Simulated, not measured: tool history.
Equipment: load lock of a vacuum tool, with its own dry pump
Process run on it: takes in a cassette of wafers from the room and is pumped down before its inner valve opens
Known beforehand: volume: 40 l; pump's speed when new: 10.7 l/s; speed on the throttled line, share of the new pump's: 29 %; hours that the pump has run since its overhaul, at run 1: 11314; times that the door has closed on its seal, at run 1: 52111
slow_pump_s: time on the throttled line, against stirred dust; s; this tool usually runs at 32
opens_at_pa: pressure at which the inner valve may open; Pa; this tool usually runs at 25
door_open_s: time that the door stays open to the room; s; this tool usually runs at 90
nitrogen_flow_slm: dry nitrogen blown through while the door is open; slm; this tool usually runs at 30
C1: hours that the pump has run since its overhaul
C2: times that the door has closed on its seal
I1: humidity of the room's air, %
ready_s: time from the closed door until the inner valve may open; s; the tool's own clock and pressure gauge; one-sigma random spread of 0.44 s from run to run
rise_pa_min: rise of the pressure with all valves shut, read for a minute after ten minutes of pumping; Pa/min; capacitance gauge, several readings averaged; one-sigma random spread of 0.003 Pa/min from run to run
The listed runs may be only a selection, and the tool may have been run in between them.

run 1 day=0.000 | slow_pump_s=32 opens_at_pa=25 door_open_s=90 nitrogen_flow_slm=30 | C1=11314 C2=52111 | I1=46.2 | ready_s=58.0 rise_pa_min=0.487
-- day=3.333 dry pump taken out, an overhauled one fitted
run 2 day=14.871 | slow_pump_s=32 opens_at_pa=25 door_open_s=90 nitrogen_flow_slm=30 | C1=277 C2=53205 | I1=43.9 | ready_s=54.3 rise_pa_min=0.500
run 3 day=32.654 | slow_pump_s=32 opens_at_pa=25 door_open_s=26 nitrogen_flow_slm=30 | C1=704 C2=54537 | I1=43.5 | ready_s=53.4 rise_pa_min=0.503
run 4 day=49.738 | slow_pump_s=32 opens_at_pa=25 door_open_s=90 nitrogen_flow_slm=30 | C1=1114 C2=55815 | I1=44.1 | ready_s=54.3 rise_pa_min=0.530
run 5 day=75.554 | slow_pump_s=32 opens_at_pa=25 door_open_s=90 nitrogen_flow_slm=5 | C1=1733 C2=57748 | I1=42.7 | ready_s=54.3 rise_pa_min=0.575
run 6 day=91.571 | slow_pump_s=32 opens_at_pa=25 door_open_s=90 nitrogen_flow_slm=5 | C1=2118 C2=58947 | I1=44.0 | ready_s=54.7 rise_pa_min=0.609
run 7 day=116.358 | slow_pump_s=32 opens_at_pa=25 door_open_s=90 nitrogen_flow_slm=5 | C1=2713 C2=60802 | I1=47.3 | ready_s=55.0 rise_pa_min=0.654
run 8 day=142.775 | slow_pump_s=32 opens_at_pa=25 door_open_s=90 nitrogen_flow_slm=5 | C1=3347 C2=62780 | I1=48.5 | ready_s=54.5 rise_pa_min=0.664
run 9 day=159.108 | slow_pump_s=32 opens_at_pa=25 door_open_s=90 nitrogen_flow_slm=5 | C1=3739 C2=64002 | I1=45.2 | ready_s=54.8 rise_pa_min=0.687
run 10 day=179.396 | slow_pump_s=32 opens_at_pa=25 door_open_s=90 nitrogen_flow_slm=22 | C1=4226 C2=65521 | I1=47.4 | ready_s=55.8 rise_pa_min=0.694
-- day=202.342 door's seal changed, seat wiped
run 11 day=205.662 | slow_pump_s=32 opens_at_pa=38 door_open_s=90 nitrogen_flow_slm=30 | C1=4854 C2=249 | I1=44.1 | ready_s=53.6 rise_pa_min=0.029
run 12 day=224.308 | slow_pump_s=32 opens_at_pa=38 door_open_s=90 nitrogen_flow_slm=30 | C1=5302 C2=1644 | I1=47.6 | ready_s=54.2 rise_pa_min=0.036
run 13 day=236.458 | slow_pump_s=32 opens_at_pa=38 door_open_s=90 nitrogen_flow_slm=30 | C1=5594 C2=2554 | I1=45.7 | ready_s=53.7 rise_pa_min=0.037
run 14 day=247.192 | slow_pump_s=32 opens_at_pa=38 door_open_s=90 nitrogen_flow_slm=30 | C1=5851 C2=3357 | I1=41.4 | ready_s=54.4 rise_pa_min=0.040
run 15 day=261.583 | slow_pump_s=32 opens_at_pa=38 door_open_s=90 nitrogen_flow_slm=30 | C1=6197 C2=4435 | I1=44.4 | ready_s=54.1 rise_pa_min=0.038
run 16 day=285.462 | slow_pump_s=32 opens_at_pa=38 door_open_s=90 nitrogen_flow_slm=30 | C1=6770 C2=6222 | I1=44.2 | ready_s=55.0 rise_pa_min=0.049
run 17 day=298.858 | slow_pump_s=51 opens_at_pa=25 door_open_s=90 nitrogen_flow_slm=30 | C1=7091 C2=7225 | I1=45.9 | ready_s=68.9 rise_pa_min=0.062
run 18 day=318.621 | slow_pump_s=20 opens_at_pa=25 door_open_s=151 nitrogen_flow_slm=30 | C1=7565 C2=8704 | I1=43.9 | ready_s=48.4 rise_pa_min=0.071
run 19 day=331.104 | slow_pump_s=32 opens_at_pa=35 door_open_s=77 nitrogen_flow_slm=30 | C1=7865 C2=9639 | I1=44.7 | ready_s=54.9 rise_pa_min=0.066
run 20 day=353.096 | slow_pump_s=32 opens_at_pa=35 door_open_s=77 nitrogen_flow_slm=30 | C1=8393 C2=11285 | I1=42.7 | ready_s=54.5 rise_pa_min=0.073
run 21 day=365.638 | slow_pump_s=16 opens_at_pa=35 door_open_s=45 nitrogen_flow_slm=6 | C1=8694 C2=12224 | I1=44.7 | ready_s=44.3 rise_pa_min=0.083
run 22 day=386.942 | slow_pump_s=16 opens_at_pa=23 door_open_s=42 nitrogen_flow_slm=27 | C1=9205 C2=13819 | I1=49.1 | ready_s=46.1 rise_pa_min=0.076
run 23 day=406.067 | slow_pump_s=32 opens_at_pa=25 door_open_s=201 nitrogen_flow_slm=23 | C1=9664 C2=15250 | I1=47.9 | ready_s=58.2 rise_pa_min=0.123
run 24 day=423.875 | slow_pump_s=37 opens_at_pa=29 door_open_s=222 nitrogen_flow_slm=6 | C1=10092 C2=16583 | I1=43.8 | ready_s=59.5 rise_pa_min=0.170
run 25 day=444.512 | slow_pump_s=17 opens_at_pa=29 door_open_s=222 nitrogen_flow_slm=12 | C1=10587 C2=18128 | I1=45.6 | ready_s=46.9 rise_pa_min=0.162
run 26 day=463.875 | slow_pump_s=50 opens_at_pa=29 door_open_s=213 nitrogen_flow_slm=12 | C1=11051 C2=19578 | I1=46.7 | ready_s=69.1 rise_pa_min=0.174
run 27 day=474.617 | slow_pump_s=26 opens_at_pa=43 door_open_s=213 nitrogen_flow_slm=12 | C1=11309 C2=20382 | I1=44.2 | ready_s=50.8 rise_pa_min=0.180
-- day=478.200 dry pump taken out, an overhauled one fitted
run 28 day=487.321 | slow_pump_s=32 opens_at_pa=41 door_open_s=189 nitrogen_flow_slm=30 | C1=219 C2=21314 | I1=46.3 | ready_s=52.7 rise_pa_min=0.162
run 29 day=502.950 | slow_pump_s=32 opens_at_pa=41 door_open_s=189 nitrogen_flow_slm=30 | C1=594 C2=22484 | I1=44.8 | ready_s=52.1 rise_pa_min=0.165
run 30 day=513.996 | slow_pump_s=19 opens_at_pa=26 door_open_s=167 nitrogen_flow_slm=19 | C1=859 C2=23311 | I1=43.6 | ready_s=45.8 rise_pa_min=0.181
run 31 day=529.025 | slow_pump_s=17 opens_at_pa=37 door_open_s=49 nitrogen_flow_slm=19 | C1=1220 C2=24436 | I1=46.4 | ready_s=42.9 rise_pa_min=0.157
run 32 day=551.854 | slow_pump_s=58 opens_at_pa=25 door_open_s=144 nitrogen_flow_slm=8 | C1=1768 C2=26145 | I1=48.5 | ready_s=73.0 rise_pa_min=0.217
run 33 day=576.988 | slow_pump_s=32 opens_at_pa=22 door_open_s=90 nitrogen_flow_slm=36 | C1=2371 C2=28026 | I1=44.8 | ready_s=55.4 rise_pa_min=0.188

How the hidden state differs across the entries between the runs, from the last listed run before each to the first after it:
From run 1 to run 2: dry pump taken out, an overhauled one fitted (day 3.333)
  pump's speed, % of a new pump's: 85.5 -> 101.5; leak at the door's seal, Pa l/s: 0.3039 -> 0.3156
  difference, measured minus the result without the unlogged condition, ready_s: +3.8 -> -0.3 s; rise_pa_min: +0.456 -> +0.474 Pa/min
From run 10 to run 11: door's seal changed, seat wiped (day 202.342)
  pump's speed, % of a new pump's: 95.8 -> 94.8; leak at the door's seal, Pa l/s: 0.4389 -> 0.0025
  difference, measured minus the result without the unlogged condition, ready_s: +1.1 -> +1.2 s; rise_pa_min: +0.656 -> +0.001 Pa/min
From run 27 to run 28: dry pump taken out, an overhauled one fitted (day 478.200)
  pump's speed, % of a new pump's: 85.4 -> 98.7; leak at the door's seal, Pa l/s: 0.0684 -> 0.073
  difference, measured minus the result without the unlogged condition, ready_s: +3.8 -> +0.2 s; rise_pa_min: +0.100 -> +0.108 Pa/min
